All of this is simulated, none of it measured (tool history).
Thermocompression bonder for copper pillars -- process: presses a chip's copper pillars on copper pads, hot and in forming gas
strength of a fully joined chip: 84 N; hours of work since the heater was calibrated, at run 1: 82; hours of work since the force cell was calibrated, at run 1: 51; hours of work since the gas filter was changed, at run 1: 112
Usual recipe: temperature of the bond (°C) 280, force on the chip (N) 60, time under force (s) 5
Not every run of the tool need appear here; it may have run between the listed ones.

| run | hour | temperature of the bond (°C) | force on the chip (N) | time under force (s) | hours of work since the heater was calibrated | hours of work since the force cell was calibrated | hours of work since the gas filter was changed | force that shears a chip off (N) |
|---|---|---|---|---|---|---|---|---|
| 1 | 0 | 280 | 60 | 5 | 82 | 51 | 112 | 52 |
|  | 23.7 | forming gas filter changed |
| 2 | 71.4 | 280 | 60 | 5 | 113 | 83 | 21 | 56.3 |
| 3 | 109.2 | 280 | 60 | 5 | 130 | 100 | 38 | 55.8 |
| 4 | 145.9 | 280 | 60 | 5 | 147 | 117 | 55 | 55 |
| 5 | 194.3 | 303 | 60 | 5 | 169 | 138 | 77 | 61.8 |
| 6 | 224.5 | 303 | 60 | 5 | 182 | 152 | 90 | 61.3 |
| 7 | 277 | 275 | 60 | 5 | 206 | 175 | 114 | 50.9 |
|  | 297.3 | forming gas filter changed |
| 8 | 320.6 | 275 | 60 | 5 | 225 | 195 | 10 | 52.8 |
| 9 | 356.3 | 275 | 60 | 5 | 241 | 211 | 26 | 54 |
| 10 | 416.2 | 275 | 60 | 5 | 268 | 238 | 53 | 53.5 |
| 11 | 472 | 275 | 60 | 5 | 293 | 263 | 78 | 51.6 |
|  | 477.1 | heater calibrated with a thermocouple chip |
| 12 | 534.3 | 291 | 60 | 8 | 26 | 290 | 105 | 62.9 |
|  | 571.1 | forming gas filter changed |
| 13 | 599.3 | 280 | 42 | 7 | 55 | 319 | 13 | 54.4 |
|  | 611.2 | heater calibrated with a thermocouple chip, once more |
| 14 | 634.9 | 280 | 60 | 5 | 11 | 334 | 28 | 53.8 |
| 15 | 666 | 276 | 60 | 7 | 25 | 348 | 42 | 56.7 |
| 16 | 700.5 | 272 | 83 | 7 | 40 | 363 | 57 | 63.4 |
| 17 | 766.3 | 272 | 83 | 7 | 70 | 393 | 87 | 62.2 |
| 18 | 822.9 | 260 | 70 | 7 | 95 | 418 | 112 | 50 |
|  | 847 | forming gas filter changed |
| 19 | 854.8 | 260 | 70 | 7 | 109 | 432 | 4 | 56.3 |
| 20 | 909.5 | 303 | 60 | 5 | 134 | 457 | 28 | 64.7 |

Here are 3 independent what-if runs from the current tool condition. What would each one return?
| A | 954.9 | 288 | 60 | 5 | 154 | 477 | 48 | ? |
| B | 954.9 | 289 | 76 | 9 | 154 | 477 | 48 | ? |
| C | 954.9 | 283 | 44 | 9 | 154 | 477 | 48 | ? |

| run | force that shears a chip off (N) |
|---|---|
| A | 56.6 |
| B | 70.1 |
| C | 57.1 |
What these runs would have given with no unlogged condition in the tool:
| run | force that shears a chip off (N) |
|---|---|
| A | 59.8 |
| B | 73.8 |
| C | 60.3 |
